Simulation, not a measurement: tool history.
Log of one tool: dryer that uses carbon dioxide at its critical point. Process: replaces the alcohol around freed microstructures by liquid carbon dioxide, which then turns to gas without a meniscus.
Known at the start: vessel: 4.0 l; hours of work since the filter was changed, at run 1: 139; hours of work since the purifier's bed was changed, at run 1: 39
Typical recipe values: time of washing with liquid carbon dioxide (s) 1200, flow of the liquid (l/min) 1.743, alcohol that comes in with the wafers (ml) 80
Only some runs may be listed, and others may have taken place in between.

run,hour,time of washing with liquid carbon dioxide (s),flow of the liquid (l/min),alcohol that comes in with the wafers (ml),hours of work since the filter was changed,hours of work since the purifier's bed was changed,alcohol left in the vessel before it's heated (ppm by volume)
1,0,1200,1.743,80,139,39,43
2,10.6,1200,1.743,80,143,43,40
3,18,1200,2.43,80,146,46,4
4,31,1200,2.43,80,151,51,3
5,46.4,1200,1.743,80,157,57,43
6,60.7,1200,1.33,80,162,62,167
7,72.1,1200,1.33,80,167,67,174
8,83.2,1260,1.33,80,171,71,134
9,94,1260,1.33,80,175,75,142
# hour 107.2: inlet filter changed
10,107.8,1260,1.33,80,0,80,98
11,119.9,1200,1.26,80,5,85,157
12,127.1,1200,1.26,39,8,87,93
13,140.2,1200,1.26,39,13,93,85
14,152.5,1200,1.26,39,18,97,90
15,167.5,1200,1.743,80,23,103,34
16,175.4,1200,1.743,80,26,106,27
17,184.6,840,1.743,80,30,110,196
18,193.7,840,1.743,80,33,113,193
19,206.2,1200,2.33,80,38,118,1
20,214.2,1200,1.743,80,41,121,43
21,222,1200,1.49,80,44,124,75
22,231.4,1200,1.743,80,48,128,28
23,241.2,1200,1.743,80,52,132,33
24,253.4,1200,1.743,80,57,136,32
25,267,1200,1.743,80,62,142,45
26,281,720,1.85,97,67,147,387
27,294.8,720,1.85,97,73,152,370
28,306.6,840,1.85,86,77,157,181
29,319.8,840,1.85,86,82,162,181
30,330.1,840,1.85,86,86,166,180
31,336.7,1380,1.76,41,89,169,22
32,347.5,1380,1.76,41,93,173,31
33,363.1,1500,1.22,41,99,179,52
34,373.5,1440,1.743,115,103,183,39
35,389.1,840,1.743,40,109,189,130
36,405,1440,2.27,85,115,195,21
37,418.1,1440,2.27,85,120,200,18
38,431.4,1260,1.18,77,125,205,208
39,445.6,1260,1.7,44,131,211,31
40,456,1920,1.87,113,135,215,18
41,469.9,780,1.49,80,140,220,585
42,484,780,1.49,41,146,225,304
43,490.7,1080,2.01,58,148,228,38
44,498.1,1080,2.01,58,151,231,36
45,507.9,960,1.743,33,155,235,65
46,521.2,960,1.743,33,160,240,61
47,537.3,1260,1.743,80,166,246,42

What if the next run were any one of these 4? Each begins from the tool's condition after run 47:
A,551,1200,1.743,75,172,251,?
B,551,1200,1.6,22,172,251,?
C,551,1260,2.82,80,172,251,?
D,551,840,1.61,64,172,251,?

run,alcohol left in the vessel before it's heated (ppm by volume)
A,50
B,33
C,22
D,292
With the hidden condition removed and each run's random variation left untouched, the same runs would have given:
run,alcohol left in the vessel before it's heated (ppm by volume)
A,22
B,13
C,7
D,209
